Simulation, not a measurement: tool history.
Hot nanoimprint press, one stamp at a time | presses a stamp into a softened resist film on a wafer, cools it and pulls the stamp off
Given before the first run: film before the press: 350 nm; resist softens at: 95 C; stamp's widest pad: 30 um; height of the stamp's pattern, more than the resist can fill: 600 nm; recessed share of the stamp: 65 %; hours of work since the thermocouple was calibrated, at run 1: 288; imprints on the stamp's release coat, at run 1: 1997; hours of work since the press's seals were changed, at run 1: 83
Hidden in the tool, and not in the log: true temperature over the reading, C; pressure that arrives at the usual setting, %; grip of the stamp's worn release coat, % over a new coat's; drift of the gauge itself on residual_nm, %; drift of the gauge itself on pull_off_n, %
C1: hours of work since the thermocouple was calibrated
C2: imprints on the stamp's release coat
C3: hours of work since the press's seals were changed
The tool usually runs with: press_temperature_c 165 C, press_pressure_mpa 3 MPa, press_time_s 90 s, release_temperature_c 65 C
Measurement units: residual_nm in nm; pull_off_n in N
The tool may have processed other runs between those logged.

Run 1, hour 0.0: usual settings; C1 288; C2 1997; C3 83. Result: residual_nm 156.5 nm, pull_off_n 210 N.
Run 2, hour 11.2: usual settings but release_temperature_c 72 C; C1 297; C2 2035; C3 91. Result: residual_nm 158.3 nm, pull_off_n 186 N.
Run 3, hour 18.9: usual settings but press_temperature_c 157 C; C1 303; C2 2061; C3 97. Result: residual_nm 226.9 nm, pull_off_n 213 N.
Run 4, hour 27.5: usual settings but press_temperature_c 157 C; C1 309; C2 2089; C3 104. Result: residual_nm 227.5 nm, pull_off_n 217 N.
Run 5, hour 34.0: usual settings but press_temperature_c 157 C; C1 314; C2 2111; C3 109. Result: residual_nm 227.8 nm, pull_off_n 213 N.
Run 6, hour 42.1: usual settings but press_temperature_c 157 C, release_temperature_c 66 C; C1 321; C2 2138; C3 115. Result: residual_nm 226.0 nm, pull_off_n 211 N.
Run 7, hour 48.2: usual settings but press_temperature_c 157 C, release_temperature_c 66 C; C1 325; C2 2158; C3 120. Result: residual_nm 225.9 nm, pull_off_n 225 N.
Run 8, hour 55.1: usual settings but press_temperature_c 157 C, release_temperature_c 66 C; C1 331; C2 2181; C3 126. Result: residual_nm 226.2 nm, pull_off_n 215 N.
Run 9, hour 61.1: usual settings but press_temperature_c 157 C, release_temperature_c 66 C; C1 336; C2 2201; C3 130. Result: residual_nm 225.9 nm, pull_off_n 221 N.
Run 10, hour 69.1: usual settings but press_temperature_c 157 C, release_temperature_c 66 C; C1 342; C2 2228; C3 136. Result: residual_nm 226.3 nm, pull_off_n 212 N.
Run 11, hour 74.9: usual settings but press_temperature_c 156 C, release_temperature_c 66 C; C1 346; C2 2248; C3 141. Result: residual_nm 236.4 nm, pull_off_n 224 N.
Run 12, hour 81.4: usual settings but press_temperature_c 156 C, release_temperature_c 66 C; C1 351; C2 2269; C3 146. Result: residual_nm 236.6 nm, pull_off_n 217 N.
Run 13, hour 87.3: usual settings but press_temperature_c 156 C, release_temperature_c 66 C; C1 356; C2 2289; C3 151. Result: residual_nm 235.7 nm, pull_off_n 217 N.
Run 14, hour 93.0: usual settings but press_temperature_c 156 C, release_temperature_c 66 C; C1 360; C2 2308; C3 155. Result: residual_nm 234.6 nm, pull_off_n 219 N.
Run 15, hour 100.5: usual settings but press_temperature_c 156 C, release_temperature_c 66 C; C1 366; C2 2333; C3 161. Result: residual_nm 235.6 nm, pull_off_n 224 N.

Run 16 is up next; what results do you expect?
Run 16, hour 110.2: usual settings but press_temperature_c 156 C, release_temperature_c 66 C; C1 374; C2 2366; C3 168. Result: residual_nm ?, pull_off_n ?.

residual_nm: 235.9 nm
pull_off_n: 226 N
Without the tool's hidden state the same run would have given residual_nm 228.8 nm, pull_off_n 148 N.

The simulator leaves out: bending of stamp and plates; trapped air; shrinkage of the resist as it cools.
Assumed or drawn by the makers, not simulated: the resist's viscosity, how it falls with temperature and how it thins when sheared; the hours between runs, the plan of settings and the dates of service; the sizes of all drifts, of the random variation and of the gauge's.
